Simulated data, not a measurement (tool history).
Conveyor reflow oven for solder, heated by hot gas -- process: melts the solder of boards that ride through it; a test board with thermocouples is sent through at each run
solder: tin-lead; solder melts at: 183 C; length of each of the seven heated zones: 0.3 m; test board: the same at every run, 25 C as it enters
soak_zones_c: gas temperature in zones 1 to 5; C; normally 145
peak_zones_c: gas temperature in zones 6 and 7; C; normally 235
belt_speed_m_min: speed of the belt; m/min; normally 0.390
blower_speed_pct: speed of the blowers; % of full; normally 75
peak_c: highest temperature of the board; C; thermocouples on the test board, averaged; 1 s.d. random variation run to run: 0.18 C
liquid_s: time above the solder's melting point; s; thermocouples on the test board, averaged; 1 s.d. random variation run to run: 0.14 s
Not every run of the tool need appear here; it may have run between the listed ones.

run,day,soak_zones_c,peak_zones_c,belt_speed_m_min,blower_speed_pct,peak_c,liquid_s
1,0.000,145,235,0.390,75,224.6,79.1
2,2.483,155,235,0.390,75,225.4,84.4
3,3.788,145,235,0.390,75,224.0,79.2
4,5.342,145,229,0.390,75,218.7,75.2
5,6.621,145,229,0.390,75,219.3,75.1
6,8.283,153,229,0.390,75,220.0,80.2
7,10.171,153,229,0.343,75,222.2,93.7
8,12.321,153,229,0.343,75,222.4,93.6
9,15.017,153,229,0.343,75,222.0,93.4
10,16.300,153,229,0.343,75,222.4,93.6
# day 19.188: flux residue cleaned out of gas plates and filters
11,19.412,153,229,0.343,75,222.4,92.9
12,20.679,153,229,0.343,75,222.4,93.7
13,23.021,145,235,0.318,75,228.6,101.4
14,24.233,145,235,0.318,75,228.6,101.4
15,26.075,145,224,0.318,75,218.2,94.1

Predict the results of run 16:
# day 26.938: thermocouples of zones 6 and 7 changed
16,27.404,156,235,0.339,68,?,?

Run 16 measured peak_c 227.7 C, liquid_s 99.4 s.
Had the tool carried no hidden state, the very same run would have given peak_c 227.7 C, liquid_s 99.3 s.

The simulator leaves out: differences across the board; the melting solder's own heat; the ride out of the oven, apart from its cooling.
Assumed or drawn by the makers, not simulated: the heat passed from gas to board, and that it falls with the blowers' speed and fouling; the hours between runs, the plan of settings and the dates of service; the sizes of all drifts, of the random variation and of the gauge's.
